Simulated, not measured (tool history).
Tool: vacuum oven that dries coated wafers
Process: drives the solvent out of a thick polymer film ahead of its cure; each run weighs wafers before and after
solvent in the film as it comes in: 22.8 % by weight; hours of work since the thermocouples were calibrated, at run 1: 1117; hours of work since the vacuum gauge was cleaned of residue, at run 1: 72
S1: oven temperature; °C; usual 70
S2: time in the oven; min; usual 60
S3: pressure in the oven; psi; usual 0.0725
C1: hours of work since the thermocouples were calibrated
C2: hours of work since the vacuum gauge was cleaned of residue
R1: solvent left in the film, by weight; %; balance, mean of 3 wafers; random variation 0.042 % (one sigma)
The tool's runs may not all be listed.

{"run": 1, "day": 0.0, "S1": 70, "S2": 60, "S3": 0.0725, "C1": 1117, "C2": 72, "R1": 2.3}
{"run": 2, "day": 0.654, "S1": 70, "S2": 60, "S3": 0.0725, "C1": 1124, "C2": 80, "R1": 2.36}
{"run": 3, "day": 1.146, "S1": 83, "S2": 60, "S3": 0.0725, "C1": 1130, "C2": 85, "R1": 0.63}
{"run": 4, "day": 1.996, "S1": 83, "S2": 60, "S3": 0.0725, "C1": 1139, "C2": 95, "R1": 0.6}
{"run": 5, "day": 2.629, "S1": 83, "S2": 60, "S3": 0.0725, "C1": 1146, "C2": 102, "R1": 0.6}
{"run": 6, "day": 3.183, "S1": 83, "S2": 93, "S3": 0.0725, "C1": 1152, "C2": 108, "R1": 0.18}
{"run": 7, "day": 3.879, "S1": 83, "S2": 93, "S3": 0.0927, "C1": 1160, "C2": 116, "R1": 0.25}
{"run": 8, "day": 4.525, "S1": 83, "S2": 60, "S3": 0.0725, "C1": 1167, "C2": 123, "R1": 0.56}
{"run": 9, "day": 5.321, "S1": 83, "S2": 60, "S3": 0.0725, "C1": 1176, "C2": 132, "R1": 0.57}
{"run": 10, "day": 6.096, "S1": 83, "S2": 60, "S3": 0.0725, "C1": 1185, "C2": 141, "R1": 0.63}
{"run": 11, "day": 6.979, "S1": 74, "S2": 60, "S3": 0.0725, "C1": 1195, "C2": 151, "R1": 1.56}
{"run": 12, "day": 7.846, "S1": 74, "S2": 60, "S3": 0.0725, "C1": 1205, "C2": 160, "R1": 1.58}
{"run": 13, "day": 8.583, "S1": 78, "S2": 60, "S3": 0.0725, "C1": 1213, "C2": 168, "R1": 1.08}
{"run": 14, "day": 9.167, "S1": 70, "S2": 60, "S3": 0.0725, "C1": 1219, "C2": 175, "R1": 2.32}
{"run": 15, "day": 10.092, "S1": 70, "S2": 60, "S3": 0.1926, "C1": 1230, "C2": 185, "R1": 2.63}
{"run": 16, "day": 10.679, "S1": 70, "S2": 60, "S3": 0.1926, "C1": 1236, "C2": 192, "R1": 2.69}
{"run": 17, "day": 11.362, "S1": 75, "S2": 86, "S3": 0.0696, "C1": 1244, "C2": 200, "R1": 0.6}
{"run": 18, "day": 12.25, "S1": 64, "S2": 73, "S3": 0.0822, "C1": 1254, "C2": 209, "R1": 2.67}
{"run": 19, "day": 12.962, "S1": 62, "S2": 80, "S3": 0.0431, "C1": 1262, "C2": 217, "R1": 2.54}
{"run": 20, "day": 13.421, "S1": 62, "S2": 80, "S3": 0.0431, "C1": 1267, "C2": 223, "R1": 2.61}
{"run": 21, "day": 13.975, "S1": 62, "S2": 80, "S3": 0.0431, "C1": 1273, "C2": 229, "R1": 2.57}
{"run": 22, "day": 14.762, "S1": 77, "S2": 34, "S3": 0.0725, "C1": 1282, "C2": 238, "R1": 3.6}
{"run": 23, "day": 15.3, "S1": 77, "S2": 96, "S3": 0.2267, "C1": 1288, "C2": 244, "R1": 0.77}
{"run": 24, "day": 15.717, "S1": 77, "S2": 96, "S3": 0.2267, "C1": 1293, "C2": 248, "R1": 0.75}
{"run": 25, "day": 16.433, "S1": 81, "S2": 107, "S3": 0.2167, "C1": 1301, "C2": 256, "R1": 0.52}
{"run": 26, "day": 17.2, "S1": 81, "S2": 62, "S3": 0.2167, "C1": 1309, "C2": 265, "R1": 1.0}
{"run": 27, "day": 17.833, "S1": 82, "S2": 86, "S3": 0.1275, "C1": 1316, "C2": 272, "R1": 0.4}

3 ways to go on from here, each from the tool as it stands after run 27. What would each give?
{"run": "A", "day": 18.558, "S1": 82, "S2": 86, "S3": 0.0611, "C1": 1324, "C2": 280, "R1": "?"}
{"run": "B", "day": 18.558, "S1": 79, "S2": 101, "S3": 0.0442, "C1": 1324, "C2": 280, "R1": "?"}
{"run": "C", "day": 18.558, "S1": 73, "S2": 49, "S3": 0.039, "C1": 1324, "C2": 280, "R1": "?"}

run=A R1=0.21
run=B R1=0.23
run=C R1=2.50
Without the tool's hidden state the same runs would have given:
run=A R1=0.27
run=B R1=0.27
run=C R1=3.08
